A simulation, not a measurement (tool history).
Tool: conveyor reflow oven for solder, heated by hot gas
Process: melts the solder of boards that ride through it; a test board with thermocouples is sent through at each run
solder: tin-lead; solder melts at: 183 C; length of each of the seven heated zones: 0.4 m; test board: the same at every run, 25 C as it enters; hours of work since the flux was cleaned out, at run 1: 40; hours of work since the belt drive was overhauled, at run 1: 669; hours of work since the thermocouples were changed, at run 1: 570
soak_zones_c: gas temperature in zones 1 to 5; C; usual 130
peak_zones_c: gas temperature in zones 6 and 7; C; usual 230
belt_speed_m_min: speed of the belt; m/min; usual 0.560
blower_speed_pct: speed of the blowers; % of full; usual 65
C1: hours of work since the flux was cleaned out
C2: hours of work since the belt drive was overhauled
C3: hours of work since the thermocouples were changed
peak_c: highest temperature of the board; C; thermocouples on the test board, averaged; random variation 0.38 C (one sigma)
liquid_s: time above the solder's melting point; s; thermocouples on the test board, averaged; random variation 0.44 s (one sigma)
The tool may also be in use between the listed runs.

run 1 hour=0.0 | soak_zones_c=130 peak_zones_c=230 belt_speed_m_min=0.560 blower_speed_pct=65 | C1=40 C2=669 C3=570 | peak_c=208.5 liquid_s=52.0
run 2 hour=27.0 | soak_zones_c=130 peak_zones_c=230 belt_speed_m_min=0.560 blower_speed_pct=65 | C1=57 C2=686 C3=586 | peak_c=208.5 liquid_s=51.0
run 3 hour=76.5 | soak_zones_c=130 peak_zones_c=230 belt_speed_m_min=0.560 blower_speed_pct=65 | C1=88 C2=717 C3=617 | peak_c=208.3 liquid_s=52.1
run 4 hour=100.1 | soak_zones_c=130 peak_zones_c=230 belt_speed_m_min=0.560 blower_speed_pct=65 | C1=102 C2=731 C3=632 | peak_c=208.4 liquid_s=51.7
run 5 hour=142.9 | soak_zones_c=130 peak_zones_c=230 belt_speed_m_min=0.560 blower_speed_pct=65 | C1=129 C2=758 C3=658 | peak_c=208.4 liquid_s=51.2
run 6 hour=168.8 | soak_zones_c=130 peak_zones_c=230 belt_speed_m_min=0.560 blower_speed_pct=65 | C1=144 C2=774 C3=674 | peak_c=208.5 liquid_s=50.9
run 7 hour=209.3 | soak_zones_c=130 peak_zones_c=230 belt_speed_m_min=0.560 blower_speed_pct=52 | C1=169 C2=798 C3=699 | peak_c=202.6 liquid_s=41.6
run 8 hour=243.1 | soak_zones_c=130 peak_zones_c=230 belt_speed_m_min=0.560 blower_speed_pct=52 | C1=190 C2=819 C3=720 | peak_c=201.4 liquid_s=41.2
-- hour=262.9 thermocouples of zones 6 and 7 changed
run 9 hour=273.3 | soak_zones_c=130 peak_zones_c=230 belt_speed_m_min=0.560 blower_speed_pct=65 | C1=208 C2=837 C3=6 | peak_c=207.7 liquid_s=52.3
run 10 hour=324.3 | soak_zones_c=130 peak_zones_c=230 belt_speed_m_min=0.560 blower_speed_pct=65 | C1=239 C2=868 C3=38 | peak_c=208.3 liquid_s=51.1
run 11 hour=345.3 | soak_zones_c=127 peak_zones_c=234 belt_speed_m_min=0.560 blower_speed_pct=78 | C1=252 C2=881 C3=51 | peak_c=215.6 liquid_s=58.8
run 12 hour=396.6 | soak_zones_c=127 peak_zones_c=244 belt_speed_m_min=0.560 blower_speed_pct=55 | C1=284 C2=913 C3=82 | peak_c=213.7 liquid_s=55.3
run 13 hour=437.4 | soak_zones_c=127 peak_zones_c=244 belt_speed_m_min=0.560 blower_speed_pct=55 | C1=309 C2=938 C3=108 | peak_c=213.1 liquid_s=55.8
run 14 hour=460.6 | soak_zones_c=117 peak_zones_c=244 belt_speed_m_min=0.560 blower_speed_pct=53 | C1=323 C2=952 C3=122 | peak_c=209.3 liquid_s=47.5
run 15 hour=486.5 | soak_zones_c=117 peak_zones_c=244 belt_speed_m_min=0.560 blower_speed_pct=53 | C1=339 C2=968 C3=138 | peak_c=209.7 liquid_s=48.1
-- hour=495.1 flux residue cleaned out of gas plates and filters
run 16 hour=526.9 | soak_zones_c=128 peak_zones_c=230 belt_speed_m_min=0.560 blower_speed_pct=65 | C1=20 C2=990 C3=160 | peak_c=208.4 liquid_s=51.7
run 17 hour=563.9 | soak_zones_c=128 peak_zones_c=220 belt_speed_m_min=0.560 blower_speed_pct=65 | C1=42 C2=1013 C3=182 | peak_c=200.4 liquid_s=41.3
run 18 hour=613.7 | soak_zones_c=128 peak_zones_c=220 belt_speed_m_min=0.560 blower_speed_pct=65 | C1=73 C2=1043 C3=213 | peak_c=200.5 liquid_s=40.7
run 19 hour=640.6 | soak_zones_c=128 peak_zones_c=220 belt_speed_m_min=0.560 blower_speed_pct=65 | C1=90 C2=1060 C3=230 | peak_c=200.4 liquid_s=40.0
run 20 hour=673.0 | soak_zones_c=130 peak_zones_c=230 belt_speed_m_min=0.605 blower_speed_pct=60 | C1=110 C2=1080 C3=250 | peak_c=202.6 liquid_s=41.0

4 ways to go on from here, each from the tool as it stands after run 20. What would each give?
run A hour=700.5 | soak_zones_c=130 peak_zones_c=230 belt_speed_m_min=0.508 blower_speed_pct=60 | C1=127 C2=1097 C3=267 | peak_c=? liquid_s=?
run B hour=700.5 | soak_zones_c=116 peak_zones_c=235 belt_speed_m_min=0.605 blower_speed_pct=65 | C1=127 C2=1097 C3=267 | peak_c=? liquid_s=?
run C hour=700.5 | soak_zones_c=130 peak_zones_c=238 belt_speed_m_min=0.529 blower_speed_pct=57 | C1=127 C2=1097 C3=267 | peak_c=? liquid_s=?
run D hour=700.5 | soak_zones_c=140 peak_zones_c=230 belt_speed_m_min=0.605 blower_speed_pct=60 | C1=127 C2=1097 C3=267 | peak_c=? liquid_s=?

run=A peak_c=209.4 liquid_s=59.1
run=B peak_c=206.6 liquid_s=41.0
run=C peak_c=213.2 liquid_s=61.1
run=D peak_c=205.7 liquid_s=48.2
Without the tool's hidden state the same runs would have given:
run=A peak_c=209.8 liquid_s=58.5
run=B peak_c=207.2 liquid_s=41.0
run=C peak_c=213.5 liquid_s=60.3
run=D peak_c=206.1 liquid_s=47.9
